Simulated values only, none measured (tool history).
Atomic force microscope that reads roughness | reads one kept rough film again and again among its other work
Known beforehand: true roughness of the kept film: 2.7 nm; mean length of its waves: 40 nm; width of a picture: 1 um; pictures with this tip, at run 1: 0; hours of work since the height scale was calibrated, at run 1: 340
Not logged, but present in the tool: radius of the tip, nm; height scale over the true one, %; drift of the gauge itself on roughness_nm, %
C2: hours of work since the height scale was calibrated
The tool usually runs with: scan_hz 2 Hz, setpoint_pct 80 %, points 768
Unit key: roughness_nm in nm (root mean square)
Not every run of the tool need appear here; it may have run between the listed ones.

Run 1, hour 0: usual settings; pictures with this tip 0; C2 340. Result: roughness_nm 2.171 nm (root mean square).
Run 2, hour 63.9: usual settings; pictures with this tip 82; C2 383. Result: roughness_nm 2.02 nm (root mean square).
At hour 85.7: new tip fitted.
Run 3, hour 133.5: usual settings but setpoint_pct 56 %; pictures with this tip 62; C2 429. Result: roughness_nm 2.317 nm (root mean square).
At hour 171.7: new tip fitted.
Run 4, hour 197.2: usual settings; pictures with this tip 33; C2 471. Result: roughness_nm 2.137 nm (root mean square).
Run 5, hour 251.8: usual settings; pictures with this tip 103; C2 508. Result: roughness_nm 1.977 nm (root mean square).
At hour 258.3: new tip fitted.
Run 6, hour 300: usual settings but points 814; pictures with this tip 54; C2 540. Result: roughness_nm 2.065 nm (root mean square).
Run 7, hour 338.5: usual settings but points 814; pictures with this tip 104; C2 565. Result: roughness_nm 1.987 nm (root mean square).
At hour 345: new tip fitted.
Run 8, hour 399.2: usual settings but points 814; pictures with this tip 70; C2 605. Result: roughness_nm 2.042 nm (root mean square).
At hour 430.4: new tip fitted.
Run 9, hour 440.9: usual settings; pictures with this tip 13; C2 633. Result: roughness_nm 2.191 nm (root mean square).
Run 10, hour 489.9: usual settings but scan_hz 1.43 Hz; pictures with this tip 77; C2 666. Result: roughness_nm 2.141 nm (root mean square).
At hour 518.7: new tip fitted.
Run 11, hour 527.2: usual settings but scan_hz 1.43 Hz; pictures with this tip 11; C2 690. Result: roughness_nm 2.269 nm (root mean square).
At hour 605.2: new tip fitted.
Run 12, hour 605.2: usual settings but scan_hz 1.43 Hz; pictures with this tip 0; C2 742. Result: roughness_nm 2.303 nm (root mean square).
Run 13, hour 651.6: usual settings but scan_hz 2.1 Hz; pictures with this tip 61; C2 773. Result: roughness_nm 2.055 nm (root mean square).
At hour 691.7: new tip fitted.
Run 14, hour 712.4: usual settings but scan_hz 2.1 Hz; pictures with this tip 27; C2 813. Result: roughness_nm 2.139 nm (root mean square).
At hour 778: new tip fitted.
Run 15, hour 790.7: usual settings but scan_hz 2.1 Hz; pictures with this tip 16; C2 865. Result: roughness_nm 2.126 nm (root mean square).
Run 16, hour 842.1: usual settings; pictures with this tip 83; C2 899. Result: roughness_nm 2.018 nm (root mean square).
At hour 868.7: new tip fitted.
Run 17, hour 888.4: usual settings but points 695; pictures with this tip 25; C2 930. Result: roughness_nm 2.139 nm (root mean square).
At hour 955.2: new tip fitted.
Run 18, hour 963.5: usual settings but scan_hz 0.68 Hz; pictures with this tip 11; C2 980. Result: roughness_nm 2.446 nm (root mean square).
Run 19, hour 1015.2: usual settings; pictures with this tip 78; C2 1014. Result: roughness_nm 2.038 nm (root mean square).
At hour 1043.5: new tip fitted.
Run 20, hour 1089.2: usual settings; pictures with this tip 59; C2 1063. Result: roughness_nm 2.084 nm (root mean square).
At hour 1134.2: new tip fitted.
Run 21, hour 1143.6: usual settings but setpoint_pct 67 %; pictures with this tip 13; C2 1099. Result: roughness_nm 2.356 nm (root mean square).
Run 22, hour 1186.6: usual settings but setpoint_pct 57 %; pictures with this tip 68; C2 1128. Result: roughness_nm 2.312 nm (root mean square).
At hour 1220.2: new tip fitted.
Run 23, hour 1237.5: usual settings but setpoint_pct 57 %; pictures with this tip 23; C2 1162. Result: roughness_nm 2.425 nm (root mean square).
Run 24, hour 1272.3: usual settings but setpoint_pct 57 %; pictures with this tip 67; C2 1185. Result: roughness_nm 2.338 nm (root mean square).
At hour 1309.9: new tip fitted.
Run 25, hour 1342.9: usual settings but setpoint_pct 57 %; pictures with this tip 42; C2 1232. Result: roughness_nm 2.387 nm (root mean square).
At hour 1399.9: new tip fitted.
Run 26, hour 1400.1: usual settings but scan_hz 1.2 Hz, setpoint_pct 68 %; pictures with this tip 1; C2 1270. Result: roughness_nm 2.463 nm (root mean square).
Run 27, hour 1466.4: usual settings but setpoint_pct 68 %, points 947; pictures with this tip 87; C2 1314. Result: roughness_nm 2.196 nm (root mean square).
At hour 1487.5: new tip fitted.
Run 28, hour 1517.2: usual settings but scan_hz 0.63 Hz, setpoint_pct 66 %, points 461; pictures with this tip 39; C2 1347. Result: roughness_nm 2.455 nm (root mean square).
At hour 1576.2: new tip fitted.
Run 29, hour 1581.8: usual settings but points 435; pictures with this tip 8; C2 1390. Result: roughness_nm 2.184 nm (root mean square).
At hour 1590.1: height scale calibrated on a step standard.
Run 30, hour 1635: usual settings but points 435; pictures with this tip 75; C2 30. Result: roughness_nm 2.071 nm (root mean square).
At hour 1668.5: new tip fitted.
Run 31, hour 1696.9: usual settings but scan_hz 1.23 Hz, setpoint_pct 83 %, points 509; pictures with this tip 37; C2 71. Result: roughness_nm 2.272 nm (root mean square).
Run 32, hour 1734: usual settings but scan_hz 2.13 Hz, points 759; pictures with this tip 85; C2 96. Result: roughness_nm 2.05 nm (root mean square).
At hour 1759.6: new tip fitted.
Run 33, hour 1773.4: usual settings but scan_hz 1.67 Hz, setpoint_pct 62 %, points 268; pictures with this tip 18; C2 122. Result: roughness_nm 2.467 nm (root mean square).
Run 34, hour 1831.9: usual settings but scan_hz 1.67 Hz, setpoint_pct 62 %, points 268; pictures with this tip 94; C2 161. Result: roughness_nm 2.259 nm (root mean square).
At hour 1846: new tip fitted.
Run 35, hour 1882.4: usual settings but scan_hz 1.67 Hz, setpoint_pct 62 %, points 268; pictures with this tip 47; C2 194. Result: roughness_nm 2.384 nm (root mean square).
At hour 1936.6: new tip fitted.
Run 36, hour 1963.6: usual settings but scan_hz 1.67 Hz, setpoint_pct 62 %, points 268; pictures with this tip 35; C2 248. Result: roughness_nm 2.397 nm (root mean square).
At hour 1989.4: height scale calibrated on a step standard, once more.
Run 37, hour 2005.2: usual settings but scan_hz 1.68 Hz, setpoint_pct 75 %, points 265; pictures with this tip 88; C2 11. Result: roughness_nm 2.091 nm (root mean square).
At hour 2025.3: new tip fitted.
Run 38, hour 2073.5: usual settings but scan_hz 1.59 Hz, setpoint_pct 56 %, points 571; pictures with this tip 62; C2 56. Result: roughness_nm 2.321 nm (root mean square).
At hour 2111.1: new tip fitted.
Run 39, hour 2137: usual settings but scan_hz 1.03 Hz, setpoint_pct 76 %, points 578; pictures with this tip 34; C2 98. Result: roughness_nm 2.325 nm (root mean square).
At hour 2197.5: new tip fitted.
Run 40, hour 2213.9: usual settings but scan_hz 1.03 Hz, setpoint_pct 76 %, points 578; pictures with this tip 21; C2 149. Result: roughness_nm 2.346 nm (root mean square).
Run 41, hour 2278.8: usual settings but scan_hz 2.02 Hz, points 361; pictures with this tip 105; C2 192. Result: roughness_nm 1.948 nm (root mean square).
At hour 2285: new tip fitted.
Run 42, hour 2351.3: usual settings but scan_hz 0.87 Hz, setpoint_pct 65 %, points 906; pictures with this tip 86; C2 240. Result: roughness_nm 2.303 nm (root mean square).
At hour 2373.3: new tip fitted.
Run 43, hour 2405.8: usual settings but scan_hz 0.87 Hz, setpoint_pct 65 %, points 906; pictures with this tip 42; C2 276. Result: roughness_nm 2.383 nm (root mean square).
At hour 2460.2: new tip fitted.
Run 44, hour 2485.7: usual settings but scan_hz 0.87 Hz, setpoint_pct 65 %, points 906; pictures with this tip 33; C2 329. Result: roughness_nm 2.415 nm (root mean square).
At hour 2546.3: new tip fitted.
Run 45, hour 2562.5: usual settings but scan_hz 1.91 Hz, setpoint_pct 79 %, points 406; pictures with this tip 22; C2 380. Result: roughness_nm 2.145 nm (root mean square).

Forecast each of these 3 alternatives for the next run:
Run A, hour 2622.4: usual settings but scan_hz 3.04 Hz, setpoint_pct 85 %, points 321; pictures with this tip 99; C2 420. Result: roughness_nm ?.
Run B, hour 2622.4: usual settings but setpoint_pct 75 %, points 464; pictures with this tip 99; C2 420. Result: roughness_nm ?.
Run C, hour 2622.4: usual settings but scan_hz 0.88 Hz, setpoint_pct 77 %; pictures with this tip 99; C2 420. Result: roughness_nm ?.

run  roughness_nm
  A         1.723
  B         2.065
  C         2.201
Stripped of hidden state, with their random variation kept, the same runs would have yielded:
run  roughness_nm
  A          1.89
  B         2.264
  C         2.413

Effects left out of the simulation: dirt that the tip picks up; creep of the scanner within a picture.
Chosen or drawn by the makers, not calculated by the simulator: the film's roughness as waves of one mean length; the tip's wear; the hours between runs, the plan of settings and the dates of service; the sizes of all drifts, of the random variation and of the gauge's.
